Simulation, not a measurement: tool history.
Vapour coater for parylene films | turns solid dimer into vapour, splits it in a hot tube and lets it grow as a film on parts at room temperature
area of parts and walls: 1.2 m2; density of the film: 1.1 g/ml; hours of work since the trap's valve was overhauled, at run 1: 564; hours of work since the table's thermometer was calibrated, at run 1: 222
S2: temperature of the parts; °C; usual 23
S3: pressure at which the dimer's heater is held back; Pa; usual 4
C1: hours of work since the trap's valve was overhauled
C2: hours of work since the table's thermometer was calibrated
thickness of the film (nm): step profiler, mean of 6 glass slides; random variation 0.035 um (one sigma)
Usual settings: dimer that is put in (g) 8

run 1 hour=0 | dimer_that_is_put_in_(g)=8 S2=23 S3=4 | C1=564 C2=222 | thickness_of_the_film_(nm)=3110
run 2 hour=14 | dimer_that_is_put_in_(g)=11 S2=23 S3=4 | C1=570 C2=228 | thickness_of_the_film_(nm)=4360
run 3 hour=27.2 | dimer_that_is_put_in_(g)=11 S2=23 S3=4 | C1=576 C2=233 | thickness_of_the_film_(nm)=4210
run 4 hour=35 | dimer_that_is_put_in_(g)=11 S2=23 S3=4 | C1=579 C2=236 | thickness_of_the_film_(nm)=4270
run 5 hour=42.1 | dimer_that_is_put_in_(g)=11 S2=22 S3=4 | C1=582 C2=239 | thickness_of_the_film_(nm)=4400
run 6 hour=57.9 | dimer_that_is_put_in_(g)=11 S2=22 S3=4 | C1=589 C2=246 | thickness_of_the_film_(nm)=4320
run 7 hour=67.2 | dimer_that_is_put_in_(g)=11 S2=22 S3=4 | C1=592 C2=250 | thickness_of_the_film_(nm)=4390
run 8 hour=79.2 | dimer_that_is_put_in_(g)=11 S2=22 S3=4.71 | C1=597 C2=255 | thickness_of_the_film_(nm)=4210
run 9 hour=93.6 | dimer_that_is_put_in_(g)=3 S2=30 S3=4.39 | C1=603 C2=261 | thickness_of_the_film_(nm)=980
-- hour=102.6 trap's valve overhauled
run 10 hour=108.7 | dimer_that_is_put_in_(g)=11 S2=23 S3=3.04 | C1=3 C2=265 | thickness_of_the_film_(nm)=5190
run 11 hour=117.5 | dimer_that_is_put_in_(g)=11 S2=23 S3=3.04 | C1=6 C2=269 | thickness_of_the_film_(nm)=5230

The same runs without the tool's hidden state, with the same run-to-run variation:
The hidden state here: vapour lost through the trap's worn valve, %; true temperature of the parts over the reading, C; drift of the gauge itself on film_um, %.
run=1 thickness_of_the_film_(nm)=3570
run=2 thickness_of_the_film_(nm)=5020
run=3 thickness_of_the_film_(nm)=4860
run=4 thickness_of_the_film_(nm)=4940
run=5 thickness_of_the_film_(nm)=5080
run=6 thickness_of_the_film_(nm)=5020
run=7 thickness_of_the_film_(nm)=5100
run=8 thickness_of_the_film_(nm)=4890
run=9 thickness_of_the_film_(nm)=1130
run=10 thickness_of_the_film_(nm)=5250
run=11 thickness_of_the_film_(nm)=5300
